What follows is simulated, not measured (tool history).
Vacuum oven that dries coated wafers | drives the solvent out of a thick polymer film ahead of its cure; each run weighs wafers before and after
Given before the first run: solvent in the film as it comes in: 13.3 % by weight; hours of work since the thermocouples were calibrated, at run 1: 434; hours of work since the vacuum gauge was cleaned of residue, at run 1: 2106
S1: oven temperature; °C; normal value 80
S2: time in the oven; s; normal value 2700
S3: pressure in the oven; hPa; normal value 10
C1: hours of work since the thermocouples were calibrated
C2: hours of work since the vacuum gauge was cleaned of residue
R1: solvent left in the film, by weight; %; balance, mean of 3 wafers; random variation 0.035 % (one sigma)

run 1 hour=0 | S1=80 S2=2700 S3=10 | C1=434 C2=2106 | R1=4.17
run 2 hour=60.2 | S1=80 S2=2700 S3=10 | C1=482 C2=2154 | R1=4.21
run 3 hour=158.3 | S1=80 S2=2700 S3=10 | C1=560 C2=2232 | R1=4.22
run 4 hour=210.3 | S1=80 S2=2700 S3=5.7 | C1=602 C2=2274 | R1=4.04
run 5 hour=271.2 | S1=80 S2=2700 S3=10 | C1=650 C2=2323 | R1=4.33
run 6 hour=388.2 | S1=80 S2=2700 S3=10 | C1=744 C2=2416 | R1=4.38
run 7 hour=476.1 | S1=80 S2=2700 S3=11.9 | C1=814 C2=2486 | R1=4.55
-- hour=508.7 oven's thermocouples calibrated
run 8 hour=575.5 | S1=80 S2=2700 S3=10 | C1=53 C2=2564 | R1=3.99
run 9 hour=631.3 | S1=80 S2=2700 S3=10 | C1=98 C2=2609 | R1=4.09
run 10 hour=726.5 | S1=80 S2=2700 S3=10 | C1=174 C2=2685 | R1=4.11
-- hour=769.4 vacuum gauge cleaned of residue and calibrated
run 11 hour=801.8 | S1=80 S2=2700 S3=10 | C1=233 C2=26 | R1=4.43
run 12 hour=884.2 | S1=80 S2=2700 S3=10 | C1=299 C2=92 | R1=4.47
run 13 hour=953.4 | S1=78 S2=2700 S3=10 | C1=354 C2=147 | R1=5.07
run 14 hour=1029 | S1=78 S2=2700 S3=10 | C1=414 C2=207 | R1=5.2
-- hour=1081.9 vacuum gauge cleaned of residue and calibrated, once more
run 15 hour=1102.9 | S1=78 S2=2700 S3=10 | C1=472 C2=17 | R1=4.55
run 16 hour=1165.3 | S1=78 S2=2700 S3=10 | C1=522 C2=67 | R1=4.55
run 17 hour=1261.1 | S1=78 S2=2700 S3=10 | C1=598 C2=143 | R1=4.64
run 18 hour=1365.3 | S1=80 S2=2700 S3=10 | C1=682 C2=226 | R1=3.97
run 19 hour=1461.1 | S1=80 S2=1440 S3=10 | C1=758 C2=303 | R1=6.26
-- hour=1564.7 oven's thermocouples calibrated
run 20 hour=1572.8 | S1=80 S2=1440 S3=10 | C1=7 C2=390 | R1=5.95
run 21 hour=1632.9 | S1=80 S2=1440 S3=10 | C1=54 C2=438 | R1=6.02
run 22 hour=1703.9 | S1=80 S2=1380 S3=10 | C1=111 C2=495 | R1=6.22
run 23 hour=1779.2 | S1=80 S2=1380 S3=10 | C1=171 C2=555 | R1=6.2
run 24 hour=1897.5 | S1=80 S2=1380 S3=10 | C1=266 C2=650 | R1=6.33
run 25 hour=1996.7 | S1=80 S2=1380 S3=10 | C1=345 C2=729 | R1=6.32
run 26 hour=2085.7 | S1=84 S2=1680 S3=10 | C1=416 C2=800 | R1=4.51
run 27 hour=2146.8 | S1=82 S2=3240 S3=10 | C1=465 C2=849 | R1=2.82
run 28 hour=2241.7 | S1=76 S2=3720 S3=10.6 | C1=541 C2=925 | R1=4.16
run 29 hour=2333.2 | S1=80 S2=1440 S3=10 | C1=614 C2=998 | R1=6.4
run 30 hour=2406.2 | S1=75 S2=1440 S3=6.5 | C1=672 C2=1056 | R1=7.44
run 31 hour=2522.8 | S1=81 S2=1500 S3=18.5 | C1=765 C2=1149 | R1=6.23
run 32 hour=2589.3 | S1=93 S2=3240 S3=10 | C1=818 C2=1202 | R1=0.92
-- hour=2625.4 oven's thermocouples calibrated
run 33 hour=2686.1 | S1=90 S2=2700 S3=14.1 | C1=48 C2=1278 | R1=1.61
run 34 hour=2779.9 | S1=72 S2=2460 S3=10.8 | C1=123 C2=1353 | R1=6.7
run 35 hour=2873.6 | S1=72 S2=2460 S3=10.8 | C1=198 C2=1428 | R1=6.7
run 36 hour=2991.7 | S1=72 S2=2460 S3=10.8 | C1=293 C2=1522 | R1=6.77
run 37 hour=3070 | S1=82 S2=3420 S3=10 | C1=355 C2=1584 | R1=2.68
run 38 hour=3144.3 | S1=80 S2=1620 S3=38.6 | C1=414 C2=1644 | R1=7.12
run 39 hour=3247.1 | S1=80 S2=1620 S3=9.3 | C1=496 C2=1726 | R1=5.87

Run 40 has not been measured yet. What should we expect?
run 40 hour=3303.4 | S1=78 S2=1440 S3=6.3 | C1=541 C2=1771 | R1=?

R1: 6.82 %
If the tool had no hidden condition, the same run with the same run-to-run variation would have returned R1 6.45 %.
